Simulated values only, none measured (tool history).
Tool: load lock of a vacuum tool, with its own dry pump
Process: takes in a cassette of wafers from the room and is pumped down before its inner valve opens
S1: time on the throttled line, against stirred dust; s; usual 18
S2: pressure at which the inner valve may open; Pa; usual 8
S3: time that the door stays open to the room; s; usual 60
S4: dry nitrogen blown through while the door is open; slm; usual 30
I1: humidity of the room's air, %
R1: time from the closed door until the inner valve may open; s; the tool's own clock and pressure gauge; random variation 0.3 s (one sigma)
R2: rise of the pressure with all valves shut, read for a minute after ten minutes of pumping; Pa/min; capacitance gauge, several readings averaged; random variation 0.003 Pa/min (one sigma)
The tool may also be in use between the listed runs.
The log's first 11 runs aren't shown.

Run 12, day 202.262: usual settings but S4 6 slm; I1 47.2. Result: R1 30.0 s, R2 0.061 Pa/min.
Run 13, day 225.912: usual settings but S4 6 slm; I1 43.1. Result: R1 29.8 s, R2 0.058 Pa/min.
Run 14, day 250.633: usual settings; I1 46.0. Result: R1 30.2 s, R2 0.044 Pa/min.
Run 15, day 266.483: usual settings; I1 43.1. Result: R1 30.0 s, R2 0.040 Pa/min.
Run 16, day 279.508: usual settings; I1 43.4. Result: R1 29.7 s, R2 0.034 Pa/min.
Run 17, day 306.917: usual settings; I1 46.7. Result: R1 30.1 s, R2 0.042 Pa/min.
Run 18, day 328.362: usual settings but S2 6 Pa; I1 43.5. Result: R1 30.1 s, R2 0.036 Pa/min.
Run 19, day 346.379: usual settings but S1 21 s, S2 15 Pa, S3 183 s, S4 13 slm; I1 43.7. Result: R1 31.5 s, R2 0.070 Pa/min.
Run 20, day 357.804: usual settings but S1 21 s, S2 15 Pa, S3 183 s, S4 13 slm; I1 46.0. Result: R1 31.4 s, R2 0.069 Pa/min.
Run 21, day 381.325: usual settings but S1 12 s, S3 73 s; I1 45.2. Result: R1 25.1 s, R2 0.040 Pa/min.
Run 22, day 403.746: usual settings but S1 9 s, S4 18 slm; I1 45.9. Result: R1 22.8 s, R2 0.049 Pa/min.
Run 23, day 422.925: usual settings but S1 11 s, S3 110 s, S4 21 slm; I1 42.1. Result: R1 24.3 s, R2 0.051 Pa/min.
Run 24, day 440.333: usual settings but S2 10 Pa, S4 6 slm; I1 46.7. Result: R1 29.4 s, R2 0.061 Pa/min.
Run 25, day 452.512: usual settings but S2 10 Pa, S3 47 s, S4 6 slm; I1 44.3. Result: R1 29.4 s, R2 0.054 Pa/min.
Run 26, day 475.517: usual settings but S2 9 Pa, S4 6 slm; I1 47.1. Result: R1 29.4 s, R2 0.063 Pa/min.
Run 27, day 498.108: usual settings but S2 7 Pa, S4 6 slm; I1 44.1. Result: R1 30.7 s, R2 0.062 Pa/min.
Run 28, day 519.238: usual settings but S2 7 Pa, S4 6 slm; I1 45.0. Result: R1 30.6 s, R2 0.062 Pa/min.
Run 29, day 546.646: usual settings but S2 7 Pa, S4 6 slm; I1 44.8. Result: R1 30.3 s, R2 0.060 Pa/min.
Run 30, day 566.842: usual settings but S2 7 Pa, S4 6 slm; I1 44.2. Result: R1 30.1 s, R2 0.058 Pa/min.
Run 31, day 592.379: usual settings but S1 10 s; I1 45.0. Result: R1 23.5 s, R2 0.040 Pa/min.
Run 32, day 603.638: usual settings but S1 10 s, S2 10 Pa, S3 231 s, S4 10 slm; I1 40.6. Result: R1 23.0 s, R2 0.070 Pa/min.
Run 33, day 620.083: usual settings but S3 83 s; I1 47.1. Result: R1 30.0 s, R2 0.042 Pa/min.
Run 34, day 639.383: usual settings but S1 11 s, S2 13 Pa, S3 58 s, S4 33 slm; I1 42.5. Result: R1 23.8 s, R2 0.038 Pa/min.
Run 35, day 652.446: usual settings but S1 11 s, S2 13 Pa, S3 58 s, S4 33 slm; I1 44.7. Result: R1 23.2 s, R2 0.038 Pa/min.
Run 36, day 665.967: usual settings but S2 11 Pa, S3 68 s, S4 10 slm; I1 43.8. Result: R1 29.0 s, R2 0.053 Pa/min.

3 ways to go on from here, each from the tool as it stands after run 36. What would each give?
Run A, day 693.038: usual settings but S2 7 Pa, S3 68 s, S4 10 slm; I1 45.4. Result: R1 ?, R2 ?.
Run B, day 693.038: usual settings but S3 93 s; I1 45.4. Result: R1 ?, R2 ?.
Run C, day 693.038: usual settings but S2 11 Pa, S3 59 s, S4 6 slm; I1 44.1. Result: R1 ?, R2 ?.

run    R1     R2
  A  30.5  0.055
  B  29.8  0.046
  C  30.2  0.059
Without the tool's hidden state the same runs would have given:
run    R1     R2
  A  30.5  0.053
  B  29.8  0.044
  C  30.2  0.057
